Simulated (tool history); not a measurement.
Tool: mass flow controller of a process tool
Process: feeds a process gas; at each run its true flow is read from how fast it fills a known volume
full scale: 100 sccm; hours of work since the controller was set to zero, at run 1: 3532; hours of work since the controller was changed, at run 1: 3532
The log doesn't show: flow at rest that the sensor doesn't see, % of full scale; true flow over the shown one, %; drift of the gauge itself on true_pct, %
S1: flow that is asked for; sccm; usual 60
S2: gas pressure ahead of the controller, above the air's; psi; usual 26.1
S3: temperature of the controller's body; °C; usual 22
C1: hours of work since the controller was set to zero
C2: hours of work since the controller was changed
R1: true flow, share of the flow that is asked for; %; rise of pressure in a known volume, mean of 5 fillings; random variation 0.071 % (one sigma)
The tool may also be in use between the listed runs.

run	hour	S1	S2	S3	C1	C2	R1
1	0	60	26.1	22	3532	3532	103.19
2	138.3	60	26.1	37	3615	3615	101.73
3	266.8	60	26.1	37	3691	3691	101.67
4	413.4	60	26.1	37	3778	3778	101.94
5	551.3	60	26.1	34	3860	3860	102.25
6	649.5	60	26.1	34	3918	3918	102.31
7	817.8	60	26.1	34	4018	4018	102.31
8	952.3	60	26.1	34	4098	4098	102.39
9	1059.2	60	26.1	35	4162	4162	102.22
10	1217.7	60	26.1	22	4256	4256	103.89
11	1321.2	60	26.1	22	4318	4318	103.95
12	1450.9	60	26.1	22	4395	4395	103.97
13	1619.1	60	26.1	22	4495	4495	103.91
14	1763.8	60	26.1	29	4581	4581	103.4
15	1845.2	60	26.1	29	4629	4629	103.27
16	1975.4	60	26.1	29	4707	4707	103.49
17	2073.3	36	26.1	22	4765	4765	105.16
18	2145.2	60	29.2	22	4808	4808	104.15
19	2246.1	60	29.2	22	4868	4868	104.32
20	2381.3	60	29.2	25	4948	4948	103.98
21	2524.1	60	26.1	22	5033	5033	104.52
22	2632.6	60	22	22	5097	5097	104.75
23	2704.2	60	26.1	22	5140	5140	104.58
24	2854.5	60	26.1	22	5229	5229	104.67
25	2978.2	53	26.1	29	5303	5303	104.18
26	3141.1	53	26.1	29	5400	5400	104.29
27	3283.7	60	20.9	24	5484	5484	104.74
28	3452.4	60	20.9	24	5585	5585	104.86
29	3606.6	60	20.9	24	5676	5676	105.06
30	3696.4	13	31.2	34	5730	5730	110.04
31	3820.1	68	30.2	27	5803	5803	104.29
32	3907.5	76	26.1	35	5855	5855	103.5
33	4027.4	76	26.1	35	5926	5926	103.54
34	4125.4	60	24.8	22	5985	5985	105.42
35	4246.8	60	30.5	22	6057	6057	105.19
36	4387.1	84	33.6	22	6140	6140	104.73
37	4554.9	84	33.6	22	6240	6240	104.79
38	4657.6	60	30.2	22	6301	6301	105.48
39	4797.3	86	30.2	27	6384	6384	104.44
40	4951.6	86	34.8	27	6476	6476	104.38
41	5085.2	60	24.1	22	6555	6555	105.87
# hour 5100.1: controller's zero set anew
42	5209.7	60	25.5	22	65	6629	103.81
43	5298.6	60	25.5	22	118	6682	103.93
44	5465.9	60	25.5	22	217	6781	103.97
45	5613.9	41	29.2	22	305	6869	103.77
46	5739.5	41	29.2	22	380	6944	104.05
47	5844.3	21	27	33	442	7006	103.04
48	5971.2	21	27	33	518	7081	103.06

Some steps in R1 between neighbouring runs. How much of each would the tool show without its hidden state too (settings, what came in, random variation), and how much is left for the hidden state, with any gauge scatter that isn't in both results?
Run 29 -> 30: S1 60 -> 13, S2 20.9 -> 31.2, S3 24 -> 34. R1 +4.98 %: hidden state +6.7, all else -1.72.
Run 30 -> 31: S1 13 -> 68, S2 31.2 -> 30.2, S3 34 -> 27. R1 -5.75 %: hidden state -6.81, all else +1.06.
Run 41 -> 42: S2 24.1 -> 25.5, controller's zero set anew. R1 -2.06 %: hidden state -1.98, all else -0.08.
